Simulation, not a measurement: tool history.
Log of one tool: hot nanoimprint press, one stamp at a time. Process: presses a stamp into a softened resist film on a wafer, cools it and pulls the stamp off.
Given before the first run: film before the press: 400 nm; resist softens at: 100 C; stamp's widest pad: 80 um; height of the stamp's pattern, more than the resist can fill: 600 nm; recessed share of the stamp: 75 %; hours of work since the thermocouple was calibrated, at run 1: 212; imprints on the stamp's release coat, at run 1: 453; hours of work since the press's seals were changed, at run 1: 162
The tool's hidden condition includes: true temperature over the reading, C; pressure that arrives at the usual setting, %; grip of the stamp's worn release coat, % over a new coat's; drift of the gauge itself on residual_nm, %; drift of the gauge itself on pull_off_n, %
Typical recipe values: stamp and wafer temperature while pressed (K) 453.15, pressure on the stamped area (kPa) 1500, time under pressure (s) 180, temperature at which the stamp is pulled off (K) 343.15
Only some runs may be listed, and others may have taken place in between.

run	day	stamp and wafer temperature while pressed (K)	pressure on the stamped area (kPa)	time under pressure (s)	temperature at which the stamp is pulled off (K)	hours of work since the thermocouple was calibrated	imprints on the stamp's release coat	hours of work since the press's seals were changed	resist left under the stamp's widest pad (nm)	greatest force while the stamp is pulled off (N)
1	0	453.15	1500	180	343.15	212	453	162	147.5	163
2	0.592	462.15	1500	180	343.15	223	512	173	102.4	161
3	0.912	462.15	1500	180	343.15	229	545	179	103.7	163
4	1.438	462.15	1500	180	343.15	239	597	189	103.5	164
5	2.096	462.15	1500	180	343.15	251	663	201	104.1	168
6	2.4	456.15	1500	180	343.15	257	694	207	129.7	161
# day 3.204: stamp cleaned and given a new release coat
7	3.217	456.15	1500	180	343.15	267	1	218	129.8	163
8	3.775	453.15	1500	180	343.15	278	57	228	146.4	163
9	4.217	447.15	1520	180	349.15	286	102	236	187.8	154
10	4.642	465.15	1500	180	339.15	294	144	244	93.6	168

Run 11 is up next; what results do you expect?
11	5.108	463.15	1120	238	343.15	303	191	253	?	?

Run 11 measured resist left under the stamp's widest pad (nm) 107.2, greatest force while the stamp is pulled off (N) 163.
On a tool with no hidden condition, and with the same random variation, this run would have come out at resist left under the stamp's widest pad (nm) 107.1, greatest force while the stamp is pulled off (N) 162.
